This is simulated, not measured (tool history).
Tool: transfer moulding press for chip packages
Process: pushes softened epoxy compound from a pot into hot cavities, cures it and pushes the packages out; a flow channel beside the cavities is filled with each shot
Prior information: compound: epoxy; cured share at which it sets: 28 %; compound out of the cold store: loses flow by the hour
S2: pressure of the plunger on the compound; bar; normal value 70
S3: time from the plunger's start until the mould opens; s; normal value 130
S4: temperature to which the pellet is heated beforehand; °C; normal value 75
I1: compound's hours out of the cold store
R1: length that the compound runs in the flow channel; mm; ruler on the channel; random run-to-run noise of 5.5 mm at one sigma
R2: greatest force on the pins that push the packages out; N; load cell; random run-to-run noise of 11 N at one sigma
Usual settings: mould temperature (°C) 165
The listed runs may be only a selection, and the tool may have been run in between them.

Run 1, hour 0: usual settings; I1 42.8. Result: R1 500 mm, R2 612 N.
Run 2, hour 16.2: usual settings; I1 29.1. Result: R1 538 mm, R2 684 N.
Run 3, hour 44.6: usual settings but S2 53.4 bar; I1 14.1. Result: R1 505 mm, R2 826 N.
At hour 62.3: cavities cleaned with cleaning compound and waxed.
Run 4, hour 72.6: usual settings; I1 22.8. Result: R1 548 mm, R2 972 N.
Run 5, hour 104.3: usual settings; I1 21.5. Result: R1 540 mm, R2 914 N.
Run 6, hour 123.9: usual settings but mould temperature (°C) 158; I1 24.4. Result: R1 558 mm, R2 1494 N.
At hour 129.7: cavities cleaned with cleaning compound and waxed.
Run 7, hour 143.5: usual settings but mould temperature (°C) 158; I1 41.5. Result: R1 506 mm, R2 969 N.
Run 8, hour 170.3: usual settings but mould temperature (°C) 158; I1 40.3. Result: R1 501 mm, R2 1161 N.
Run 9, hour 185.3: usual settings but mould temperature (°C) 158, S2 61.2 bar, S3 131 s; I1 22.7. Result: R1 527 mm, R2 1240 N.
At hour 190.1: mould's thermocouples calibrated.
At hour 197.1: cavities cleaned with cleaning compound and waxed, once more.
Run 10, hour 217.8: usual settings but mould temperature (°C) 158, S2 61.2 bar, S3 131 s; I1 40.7. Result: R1 468 mm, R2 895 N.
Run 11, hour 244.9: usual settings but S2 84.2 bar, S3 118 s, S4 76 °C; I1 11.4. Result: R1 607 mm, R2 891 N.
At hour 264.8: plunger's sealing rings changed.
At hour 266.3: cavities cleaned with cleaning compound and waxed.
Run 12, hour 279.3: usual settings but S2 84.2 bar, S3 118 s, S4 76 °C; I1 30.8. Result: R1 613 mm, R2 692 N.
Run 13, hour 298.2: usual settings but S2 84.2 bar, S3 118 s, S4 76 °C; I1 47.6. Result: R1 571 mm, R2 755 N.
Run 14, hour 312.6: usual settings but mould temperature (°C) 170, S2 82.4 bar, S3 113 s, S4 66 °C; I1 14.5. Result: R1 654 mm, R2 716 N.
At hour 332.5: cavities cleaned with cleaning compound and waxed.
Run 15, hour 348.1: usual settings but mould temperature (°C) 170, S2 82.4 bar, S3 113 s, S4 66 °C; I1 24.1. Result: R1 605 mm, R2 595 N.
Run 16, hour 381.7: usual settings but mould temperature (°C) 170, S2 82.4 bar, S3 113 s, S4 66 °C; I1 26. Result: R1 596 mm, R2 719 N.

Below are 3 alternative next runs, each starting from the tool's condition after run 16. Predict each:
At hour 398.3: cavities cleaned with cleaning compound and waxed.
Run A, hour 403: usual settings but S4 71 °C; I1 18.7. Result: R1 ?, R2 ?.
At hour 398.3: cavities cleaned with cleaning compound and waxed.
Run B, hour 403: usual settings but mould temperature (°C) 170, S2 82.4 bar, S3 113 s, S4 67 °C; I1 37.8. Result: R1 ?, R2 ?.
At hour 398.3: cavities cleaned with cleaning compound and waxed.
Run C, hour 403: usual settings but S2 54.3 bar; I1 44.2. Result: R1 ?, R2 ?.

run   R1   R2
  A  578  580
  B  555  539
  C  444  557
With no hidden state in the tool, these same runs would have given:
run   R1   R2
  A  591  537
  B  567  500
  C  454  517
